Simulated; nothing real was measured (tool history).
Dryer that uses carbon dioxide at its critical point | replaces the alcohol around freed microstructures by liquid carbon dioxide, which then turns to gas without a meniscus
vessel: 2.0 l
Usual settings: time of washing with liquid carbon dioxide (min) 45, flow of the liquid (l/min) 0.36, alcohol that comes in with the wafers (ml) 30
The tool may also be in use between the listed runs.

run,day,time of washing with liquid carbon dioxide (min),flow of the liquid (l/min),alcohol that comes in with the wafers (ml),alcohol left in the vessel before it's heated (ppm by volume)
1,0,45,0.36,30,149
2,1.146,45,0.348,30,161
3,2.338,45,0.348,30,170
4,3.45,40,0.36,30,215
5,4.842,40,0.36,30,204
6,6.683,40,0.36,33,228
7,7.754,35,0.36,30,315
8,9.567,35,0.36,30,327
9,11.05,45,0.36,30,179
10,12.842,45,0.36,52,233
11,14.567,45,0.36,52,234
12,15.792,44,0.288,48,468
13,16.662,28,0.305,45,1436
14,17.638,28,0.305,45,1429
15,18.946,37,0.306,34,534
16,20.192,52,0.397,63,180
17,21.012,52,0.541,63,137
# day 22.192: inlet filter changed
18,22.446,52,0.541,63,139
19,24.296,52,0.541,63,143

Measured less the same run without the tool's hidden state. The same run-to-run variation is in both; the gauge's scatter may not be:
The hidden state here: flow that reaches the vessel past the clogged filter, %; alcohol in the recycled carbon dioxide, ppm; drift of the gauge itself on alcohol_ppm, %.
run,alcohol left in the vessel before it's heated (ppm by volume)
1,+97
2,+101
3,+100
4,+112
5,+113
6,+121
7,+135
8,+144
9,+124
10,+141
11,+146
12,+192
13,+327
14,+333
15,+215
16,+141
17,+132
18,+135
19,+139

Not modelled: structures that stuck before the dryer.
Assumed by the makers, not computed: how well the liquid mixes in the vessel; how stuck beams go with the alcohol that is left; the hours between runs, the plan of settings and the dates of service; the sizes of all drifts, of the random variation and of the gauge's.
